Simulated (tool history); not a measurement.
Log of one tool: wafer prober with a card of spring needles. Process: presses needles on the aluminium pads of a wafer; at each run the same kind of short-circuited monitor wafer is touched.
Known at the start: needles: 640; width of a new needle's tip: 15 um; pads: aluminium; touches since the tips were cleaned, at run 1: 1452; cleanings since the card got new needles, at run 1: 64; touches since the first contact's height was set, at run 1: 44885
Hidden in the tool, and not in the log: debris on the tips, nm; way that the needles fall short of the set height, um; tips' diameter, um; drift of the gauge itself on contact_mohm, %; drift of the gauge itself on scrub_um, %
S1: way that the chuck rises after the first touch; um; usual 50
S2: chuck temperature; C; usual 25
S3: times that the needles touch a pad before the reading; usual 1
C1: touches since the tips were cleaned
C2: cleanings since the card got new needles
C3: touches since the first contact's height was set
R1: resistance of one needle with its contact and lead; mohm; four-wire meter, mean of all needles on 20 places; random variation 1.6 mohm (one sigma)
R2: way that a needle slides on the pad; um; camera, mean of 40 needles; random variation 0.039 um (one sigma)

run     day  S1   S2  S3    C1   C2      C3   R1    R2
  1       0  50   25   1  1452   64   44885  296  7.56
      0.288  -- tips cleaned on abrasive film
      0.692  -- tips cleaned on abrasive film
  2   0.692  50   25   1     0   66   54129  180  7.57
      1.088  -- tips cleaned on abrasive film
  3   1.267  50   83   1  2403   67   61818  334  7.57
      1.475  -- tips cleaned on abrasive film
  4   1.692  50   83   1  2948   68   67558  361  7.58
      1.862  -- tips cleaned on abrasive film
      2.279  -- tips cleaned on abrasive film
  5   2.288  50  101   1   133   70   75468  195  7.44
      2.683  -- tips cleaned on abrasive film
  6   2.683  50   25   1     0   71   80779  177  7.48
      3.088  -- tips cleaned on abrasive film
  7   3.088  50   25   1     0   72   86172  167  7.45
  8   3.462  50   25   2  5048   72   91220  349  7.49
      3.529  -- tips cleaned on abrasive film
  9   3.796  50   25   2  3557   73   95675  317  7.44
      3.925  -- tips cleaned on abrasive film
      4.342  -- tips cleaned on abrasive film
 10   4.379  50  114   2   493   75  103476  198  7.41
      4.654  -- height of the first contact set anew
 11   4.696  50   25   3  4618   75     553  254  7.68
      4.796  -- tips cleaned on abrasive film
      5.196  -- tips cleaned on abrasive film
 12     5.3  50   25   1  1418   77    8605  286  7.73
      5.612  -- tips cleaned on abrasive film
 13   5.646  50   25   1   479   78   13230  220  7.68
      6.012  -- tips cleaned on abrasive film
 14   6.088  50   27   1   995   79   19134  272  7.67
      6.417  -- tips cleaned on abrasive film
 15   6.417  50   27   1     0   80   23499  184  7.69
      6.817  -- tips cleaned on abrasive film
 16   6.979  50   89   1  2203   81   31083  342  7.66
      7.217  -- tips cleaned on abrasive film
 17   7.567  50   89   1  4753   82   38970  451  7.66
      7.612  -- tips cleaned on abrasive film
      8.008  -- tips cleaned on abrasive film
 18   8.138  35   84   2  1760   84   46574  358  5.26
      8.421  -- tips cleaned on abrasive film
 19   8.525  53   25   2  1403   85   51745  233  8.02
      8.838  -- tips cleaned on abrasive film
 20   9.079  53   25   2  3293   86   59186  293  8.03
      9.221  -- tips cleaned on abrasive film
      9.617  -- tips cleaned on abrasive film
 21   9.788  36   25   1  2267   88   68615  536  5.36
     10.008  -- tips cleaned on abrasive film
 22  10.158  42   38   1  2064   89   73623  441  6.23
     10.417  -- tips cleaned on abrasive film
 23  10.679  49   25   2  3531   90   80570  320  7.33
     10.821  -- tips cleaned on abrasive film
     11.229  -- tips cleaned on abrasive film
 24  11.379  49   25   2  2038   92   89963  287  7.35
     11.625  -- tips cleaned on abrasive film
     12.033  -- tips cleaned on abrasive film
 25    12.1  48   76   2   919   94   99563  225  7.12
     12.425  -- tips cleaned on abrasive film
     12.679  -- height of the first contact set anew
 26  12.679  48   76   2  3289   95       0  316  7.48
     12.821  -- tips cleaned on abrasive film
     13.217  -- tips cleaned on abrasive film
 27  13.288  53   47   2   951   97    8095  217  8.18
     13.642  -- tips cleaned on abrasive film
 28  13.867  50   39   1  3029   98   15877  394  7.74
     14.062  -- tips cleaned on abrasive film
 29  14.196  50   41   1  1844   99   20306  345  7.65
     14.479  -- tips cleaned on abrasive film
 30   14.55  50   41   1   974  100   25024  261  7.67
 31  14.854  31   41   3  5061  100   29111  465  4.76

5 ways to go on from here, each from the tool as it stands after run 31. What would each give?
     14.921  -- tips cleaned on abrasive film
     15.333  -- tips cleaned on abrasive film
  A  15.421  32  92   1  1179  102  36668   ?   ?
     14.921  -- tips cleaned on abrasive film
     15.333  -- tips cleaned on abrasive film
  B  15.421  65  44   2  1179  102  36668   ?   ?
     14.921  -- tips cleaned on abrasive film
     15.333  -- tips cleaned on abrasive film
  C  15.421  54  41   3  1179  102  36668   ?   ?
     14.921  -- tips cleaned on abrasive film
     15.333  -- tips cleaned on abrasive film
  D  15.421  50  35   1  1179  102  36668   ?   ?
     14.921  -- tips cleaned on abrasive film
     15.333  -- tips cleaned on abrasive film
  E  15.421  31  40   3  1179  102  36668   ?   ?

run   R1    R2
  A  510  4.85
  B  203    10
  C  203  8.24
  D  305  7.66
  E  309  4.66
Without the tool's hidden state the same runs would have given:
run   R1     R2
  A  172   4.97
  B  146  10.13
  C  151   8.36
  D  150   7.78
  E  163   4.79

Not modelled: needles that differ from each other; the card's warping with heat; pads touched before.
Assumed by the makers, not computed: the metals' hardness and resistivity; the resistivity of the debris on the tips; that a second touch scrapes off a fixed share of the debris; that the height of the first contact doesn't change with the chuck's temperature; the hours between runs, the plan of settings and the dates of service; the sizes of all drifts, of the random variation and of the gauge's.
